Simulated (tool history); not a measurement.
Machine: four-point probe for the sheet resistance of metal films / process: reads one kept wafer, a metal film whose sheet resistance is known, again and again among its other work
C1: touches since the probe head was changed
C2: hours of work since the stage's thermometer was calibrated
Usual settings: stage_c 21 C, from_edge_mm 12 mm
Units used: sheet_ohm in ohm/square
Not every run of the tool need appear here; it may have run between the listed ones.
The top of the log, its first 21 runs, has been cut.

{"run": 22, "hour": 443.2, "stage_c": 21, "from_edge_mm": 12, "C1": 42968, "C2": 29, "sheet_ohm": 17.328097}
{"run": 23, "hour": 460.8, "stage_c": 21, "from_edge_mm": 12, "C1": 43644, "C2": 38, "sheet_ohm": 17.326029}
{"run": 24, "hour": 483.0, "stage_c": 30, "from_edge_mm": 6, "C1": 44497, "C2": 50, "sheet_ohm": 17.285418}
{"run": 25, "hour": 511.5, "stage_c": 28, "from_edge_mm": 4, "C1": 45589, "C2": 65, "sheet_ohm": 17.39294}
{"run": 26, "hour": 536.4, "stage_c": 30, "from_edge_mm": 7, "C1": 46547, "C2": 79, "sheet_ohm": 17.281141}
{"run": 27, "hour": 552.1, "stage_c": 21, "from_edge_mm": 18, "C1": 47149, "C2": 87, "sheet_ohm": 17.328406}
{"run": 28, "hour": 573.1, "stage_c": 35, "from_edge_mm": 3, "C1": 47954, "C2": 98, "sheet_ohm": 17.440347}
{"run": 29, "hour": 599.2, "stage_c": 35, "from_edge_mm": 3, "C1": 48956, "C2": 112, "sheet_ohm": 17.444346}
{"run": 30, "hour": 627.9, "stage_c": 29, "from_edge_mm": 3, "C1": 50059, "C2": 127, "sheet_ohm": 17.494829}
{"run": 31, "hour": 653.9, "stage_c": 22, "from_edge_mm": 29, "C1": 51056, "C2": 141, "sheet_ohm": 17.306715}
{"run": 32, "hour": 672.9, "stage_c": 30, "from_edge_mm": 17, "C1": 51787, "C2": 151, "sheet_ohm": 17.238683}
{"run": 33, "hour": 688.6, "stage_c": 30, "from_edge_mm": 17, "C1": 52391, "C2": 160, "sheet_ohm": 17.244808}
{"run": 34, "hour": 705.7, "stage_c": 25, "from_edge_mm": 66, "C1": 53045, "C2": 169, "sheet_ohm": 17.284817}
{"run": 35, "hour": 720.7, "stage_c": 29, "from_edge_mm": 12, "C1": 53620, "C2": 177, "sheet_ohm": 17.26015}
{"run": 36, "hour": 735.4, "stage_c": 21, "from_edge_mm": 65, "C1": 54185, "C2": 185, "sheet_ohm": 17.31767}
{"run": 37, "hour": 763.8, "stage_c": 24, "from_edge_mm": 4, "C1": 55277, "C2": 200, "sheet_ohm": 17.429373}
{"run": 38, "hour": 785.2, "stage_c": 24, "from_edge_mm": 4, "C1": 56097, "C2": 211, "sheet_ohm": 17.437854}
{"run": 39, "hour": 813.0, "stage_c": 24, "from_edge_mm": 19, "C1": 57165, "C2": 226, "sheet_ohm": 17.293886}
{"run": 40, "hour": 827.4, "stage_c": 25, "from_edge_mm": 13, "C1": 57719, "C2": 234, "sheet_ohm": 17.297099}
{"run": 41, "hour": 848.2, "stage_c": 35, "from_edge_mm": 37, "C1": 58517, "C2": 245, "sheet_ohm": 17.200237}
{"run": 42, "hour": 874.4, "stage_c": 27, "from_edge_mm": 11, "C1": 59521, "C2": 259, "sheet_ohm": 17.287866}
{"run": 43, "hour": 890.7, "stage_c": 18, "from_edge_mm": 12, "C1": 60149, "C2": 267, "sheet_ohm": 17.369147}
{"run": 44, "hour": 916.9, "stage_c": 19, "from_edge_mm": 5, "C1": 61154, "C2": 281, "sheet_ohm": 17.436484}
{"run": 45, "hour": 938.7, "stage_c": 33, "from_edge_mm": 32, "C1": 61992, "C2": 293, "sheet_ohm": 17.221843}

For run 46, what comes out?
{"run": 46, "hour": 967.8, "stage_c": 19, "from_edge_mm": 13, "C1": 63106, "C2": 308, "sheet_ohm": "?"}

{"run 46": {"sheet_ohm": 17.358281}}
On a tool with no hidden condition, and with the same random variation, this run would have come out at sheet_ohm 17.355574 ohm/square.
